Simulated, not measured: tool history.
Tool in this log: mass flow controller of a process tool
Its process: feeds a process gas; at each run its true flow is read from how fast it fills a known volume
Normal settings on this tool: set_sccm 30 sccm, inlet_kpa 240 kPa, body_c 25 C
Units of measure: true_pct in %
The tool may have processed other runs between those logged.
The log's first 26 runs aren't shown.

Run 27, day 116.862: usual settings but set_sccm 70 sccm, inlet_kpa 210 kPa, body_c 27 C. Result: true_pct 97.47 %.
Run 28, day 121.762: usual settings but set_sccm 70 sccm, inlet_kpa 210 kPa, body_c 27 C. Result: true_pct 97.21 %.
Run 29, day 124.283: usual settings but set_sccm 67 sccm, inlet_kpa 235 kPa, body_c 27 C. Result: true_pct 97.32 %.
Run 30, day 126.979: usual settings but inlet_kpa 163 kPa, body_c 34 C. Result: true_pct 95.75 %.
Run 31, day 132.542: usual settings but body_c 29 C. Result: true_pct 96.42 %.
Run 32, day 136.517: usual settings but set_sccm 22 sccm, inlet_kpa 159 kPa, body_c 21 C. Result: true_pct 96.70 %.
Run 33, day 141.504: usual settings but body_c 36 C. Result: true_pct 95.29 %.
Run 34, day 145.108: usual settings but set_sccm 50 sccm, inlet_kpa 195 kPa. Result: true_pct 96.46 %.
Run 35, day 149.879: usual settings but set_sccm 21 sccm, inlet_kpa 195 kPa. Result: true_pct 96.04 %.
Run 36, day 153.621: usual settings but set_sccm 44 sccm, inlet_kpa 158 kPa, body_c 32 C. Result: true_pct 94.99 %.
Run 37, day 157.275: usual settings but set_sccm 44 sccm, inlet_kpa 211 kPa, body_c 35 C. Result: true_pct 94.86 %.
Run 38, day 162.712: usual settings but set_sccm 36 sccm, inlet_kpa 204 kPa, body_c 24 C. Result: true_pct 95.86 %.
Run 39, day 168.000: usual settings but inlet_kpa 274 kPa. Result: true_pct 95.85 %.
Run 40, day 174.021: usual settings but inlet_kpa 158 kPa. Result: true_pct 95.06 %.
Run 41, day 177.854: usual settings but set_sccm 26 sccm, inlet_kpa 158 kPa, body_c 36 C. Result: true_pct 93.67 %.
Run 42, day 180.671: usual settings but set_sccm 26 sccm, inlet_kpa 158 kPa, body_c 36 C. Result: true_pct 93.59 %.
Run 43, day 185.288: usual settings but set_sccm 26 sccm, inlet_kpa 199 kPa, body_c 22 C. Result: true_pct 95.26 %.
Run 44, day 190.196: usual settings but set_sccm 20 sccm, inlet_kpa 140 kPa, body_c 24 C. Result: true_pct 94.51 %.
Run 45, day 194.846: usual settings but set_sccm 34 sccm, body_c 33 C. Result: true_pct 93.85 %.
Run 46, day 200.146: usual settings but set_sccm 92 sccm, inlet_kpa 265 kPa, body_c 34 C. Result: true_pct 94.14 %.
Run 47, day 202.933: usual settings but set_sccm 67 sccm, inlet_kpa 156 kPa, body_c 26 C. Result: true_pct 94.26 %.
Run 48, day 209.062: usual settings but set_sccm 51 sccm, inlet_kpa 190 kPa, body_c 39 C. Result: true_pct 92.64 %.

4 options for the next run, each taken on its own from the tool as it stands now. Forecast them:
Run A, day 213.396: usual settings but set_sccm 35 sccm, inlet_kpa 238 kPa, body_c 24 C. Result: true_pct ?.
Run B, day 213.396: usual settings but inlet_kpa 175 kPa. Result: true_pct ?.
Run C, day 213.396: usual settings but set_sccm 38 sccm, inlet_kpa 212 kPa, body_c 40 C. Result: true_pct ?.
Run D, day 213.396: usual settings but inlet_kpa 242 kPa. Result: true_pct ?.

run  true_pct
  A     94.26
  B     93.81
  C     92.32
  D     94.04
Stripped of hidden state, with their random variation kept, the same runs would have yielded:
run  true_pct
  A     99.68
  B     99.20
  C     97.62
  D     99.45
